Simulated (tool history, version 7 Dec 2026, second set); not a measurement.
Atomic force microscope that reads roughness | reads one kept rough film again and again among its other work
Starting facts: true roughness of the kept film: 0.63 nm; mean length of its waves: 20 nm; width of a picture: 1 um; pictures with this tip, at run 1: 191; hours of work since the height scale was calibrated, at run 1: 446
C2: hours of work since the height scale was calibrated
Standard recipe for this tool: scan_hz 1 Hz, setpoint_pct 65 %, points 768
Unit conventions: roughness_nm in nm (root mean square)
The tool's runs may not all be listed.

{"run": 1, "hour": 0.0, "scan_hz": 1, "setpoint_pct": 65, "points": 768, "pictures with this tip": 191, "C2": 446, "roughness_nm": 0.574}
{"run": 2, "hour": 10.5, "scan_hz": 1.13, "setpoint_pct": 65, "points": 768, "pictures with this tip": 208, "C2": 453, "roughness_nm": 0.57}
{"hour": 20.4, "done": "new tip fitted"}
{"run": 3, "hour": 32.6, "scan_hz": 1.13, "setpoint_pct": 65, "points": 768, "pictures with this tip": 20, "C2": 468, "roughness_nm": 0.591}
{"run": 4, "hour": 50.6, "scan_hz": 1.13, "setpoint_pct": 65, "points": 768, "pictures with this tip": 49, "C2": 480, "roughness_nm": 0.59}
{"run": 5, "hour": 70.6, "scan_hz": 1.13, "setpoint_pct": 65, "points": 768, "pictures with this tip": 81, "C2": 494, "roughness_nm": 0.588}
{"run": 6, "hour": 79.8, "scan_hz": 1.13, "setpoint_pct": 65, "points": 768, "pictures with this tip": 96, "C2": 500, "roughness_nm": 0.583}
{"run": 7, "hour": 100.5, "scan_hz": 1.13, "setpoint_pct": 65, "points": 768, "pictures with this tip": 130, "C2": 515, "roughness_nm": 0.579}
{"run": 8, "hour": 118.4, "scan_hz": 1.13, "setpoint_pct": 65, "points": 768, "pictures with this tip": 159, "C2": 527, "roughness_nm": 0.58}
{"run": 9, "hour": 132.9, "scan_hz": 1.13, "setpoint_pct": 65, "points": 768, "pictures with this tip": 182, "C2": 537, "roughness_nm": 0.575}
{"run": 10, "hour": 147.7, "scan_hz": 1, "setpoint_pct": 65, "points": 768, "pictures with this tip": 206, "C2": 547, "roughness_nm": 0.578}
{"hour": 159.7, "done": "new tip fitted"}
{"run": 11, "hour": 161.8, "scan_hz": 1, "setpoint_pct": 78, "points": 768, "pictures with this tip": 3, "C2": 556, "roughness_nm": 0.579}
{"run": 12, "hour": 173.3, "scan_hz": 1, "setpoint_pct": 78, "points": 768, "pictures with this tip": 22, "C2": 564, "roughness_nm": 0.578}
{"run": 13, "hour": 185.7, "scan_hz": 1, "setpoint_pct": 78, "points": 768, "pictures with this tip": 42, "C2": 573, "roughness_nm": 0.573}
{"run": 14, "hour": 201.1, "scan_hz": 1, "setpoint_pct": 78, "points": 768, "pictures with this tip": 67, "C2": 583, "roughness_nm": 0.572}
{"run": 15, "hour": 219.9, "scan_hz": 1, "setpoint_pct": 78, "points": 768, "pictures with this tip": 97, "C2": 596, "roughness_nm": 0.571}
{"run": 16, "hour": 240.9, "scan_hz": 1, "setpoint_pct": 78, "points": 768, "pictures with this tip": 131, "C2": 610, "roughness_nm": 0.569}
{"run": 17, "hour": 250.5, "scan_hz": 1, "setpoint_pct": 65, "points": 768, "pictures with this tip": 147, "C2": 617, "roughness_nm": 0.58}
{"hour": 252.8, "done": "height scale calibrated on a step standard"}
{"run": 18, "hour": 270.3, "scan_hz": 1, "setpoint_pct": 65, "points": 768, "pictures with this tip": 178, "C2": 12, "roughness_nm": 0.577}
{"run": 19, "hour": 283.9, "scan_hz": 1, "setpoint_pct": 65, "points": 257, "pictures with this tip": 200, "C2": 21, "roughness_nm": 0.558}
{"run": 20, "hour": 295.3, "scan_hz": 1, "setpoint_pct": 65, "points": 296, "pictures with this tip": 218, "C2": 29, "roughness_nm": 0.56}
{"hour": 300.2, "done": "new tip fitted"}
{"run": 21, "hour": 315.4, "scan_hz": 1, "setpoint_pct": 65, "points": 296, "pictures with this tip": 25, "C2": 43, "roughness_nm": 0.579}
{"run": 22, "hour": 325.6, "scan_hz": 1, "setpoint_pct": 65, "points": 296, "pictures with this tip": 41, "C2": 50, "roughness_nm": 0.578}
{"run": 23, "hour": 339.5, "scan_hz": 1.94, "setpoint_pct": 55, "points": 768, "pictures with this tip": 64, "C2": 59, "roughness_nm": 0.588}
{"run": 24, "hour": 360.3, "scan_hz": 1.94, "setpoint_pct": 55, "points": 768, "pictures with this tip": 98, "C2": 73, "roughness_nm": 0.585}
{"run": 25, "hour": 373.3, "scan_hz": 1, "setpoint_pct": 64, "points": 421, "pictures with this tip": 119, "C2": 82, "roughness_nm": 0.579}
{"hour": 376.5, "done": "height scale calibrated on a step standard, once more"}
{"run": 26, "hour": 389.1, "scan_hz": 3.8, "setpoint_pct": 82, "points": 684, "pictures with this tip": 143, "C2": 9, "roughness_nm": 0.479}
{"run": 27, "hour": 399.3, "scan_hz": 3.8, "setpoint_pct": 82, "points": 684, "pictures with this tip": 159, "C2": 16, "roughness_nm": 0.478}
{"run": 28, "hour": 414.0, "scan_hz": 3.26, "setpoint_pct": 74, "points": 263, "pictures with this tip": 183, "C2": 26, "roughness_nm": 0.505}
{"run": 29, "hour": 433.4, "scan_hz": 1.28, "setpoint_pct": 65, "points": 683, "pictures with this tip": 215, "C2": 39, "roughness_nm": 0.567}
{"hour": 440.8, "done": "new tip fitted"}
{"run": 30, "hour": 447.5, "scan_hz": 3.23, "setpoint_pct": 84, "points": 683, "pictures with this tip": 11, "C2": 48, "roughness_nm": 0.494}
{"run": 31, "hour": 463.7, "scan_hz": 3.23, "setpoint_pct": 84, "points": 683, "pictures with this tip": 37, "C2": 59, "roughness_nm": 0.49}
{"run": 32, "hour": 485.3, "scan_hz": 0.95, "setpoint_pct": 84, "points": 673, "pictures with this tip": 72, "C2": 74, "roughness_nm": 0.565}
{"run": 33, "hour": 494.6, "scan_hz": 0.57, "setpoint_pct": 65, "points": 768, "pictures with this tip": 87, "C2": 81, "roughness_nm": 0.594}
{"run": 34, "hour": 509.3, "scan_hz": 0.57, "setpoint_pct": 65, "points": 768, "pictures with this tip": 111, "C2": 91, "roughness_nm": 0.59}
{"run": 35, "hour": 520.4, "scan_hz": 0.57, "setpoint_pct": 65, "points": 768, "pictures with this tip": 129, "C2": 98, "roughness_nm": 0.59}
{"run": 36, "hour": 538.2, "scan_hz": 2.09, "setpoint_pct": 65, "points": 768, "pictures with this tip": 158, "C2": 110, "roughness_nm": 0.563}
{"run": 37, "hour": 558.5, "scan_hz": 2.09, "setpoint_pct": 65, "points": 768, "pictures with this tip": 191, "C2": 124, "roughness_nm": 0.563}
{"run": 38, "hour": 578.1, "scan_hz": 2.09, "setpoint_pct": 65, "points": 768, "pictures with this tip": 223, "C2": 138, "roughness_nm": 0.557}
{"hour": 580.5, "done": "new tip fitted"}
{"run": 39, "hour": 597.2, "scan_hz": 2.09, "setpoint_pct": 65, "points": 768, "pictures with this tip": 27, "C2": 151, "roughness_nm": 0.574}

3 options for the next run, each taken on its own from the tool as it stands now. Forecast them:
{"run": "A", "hour": 618.2, "scan_hz": 0.61, "setpoint_pct": 59, "points": 712, "pictures with this tip": 61, "C2": 165, "roughness_nm": "?"}
{"run": "B", "hour": 618.2, "scan_hz": 0.9, "setpoint_pct": 65, "points": 462, "pictures with this tip": 61, "C2": 165, "roughness_nm": "?"}
{"run": "C", "hour": 618.2, "scan_hz": 1, "setpoint_pct": 74, "points": 768, "pictures with this tip": 61, "C2": 165, "roughness_nm": "?"}

run=A roughness_nm=0.597
run=B roughness_nm=0.588
run=C roughness_nm=0.58
Had the tool no hidden state, the same runs would have come out as:
run=A roughness_nm=0.602
run=B roughness_nm=0.593
run=C roughness_nm=0.585

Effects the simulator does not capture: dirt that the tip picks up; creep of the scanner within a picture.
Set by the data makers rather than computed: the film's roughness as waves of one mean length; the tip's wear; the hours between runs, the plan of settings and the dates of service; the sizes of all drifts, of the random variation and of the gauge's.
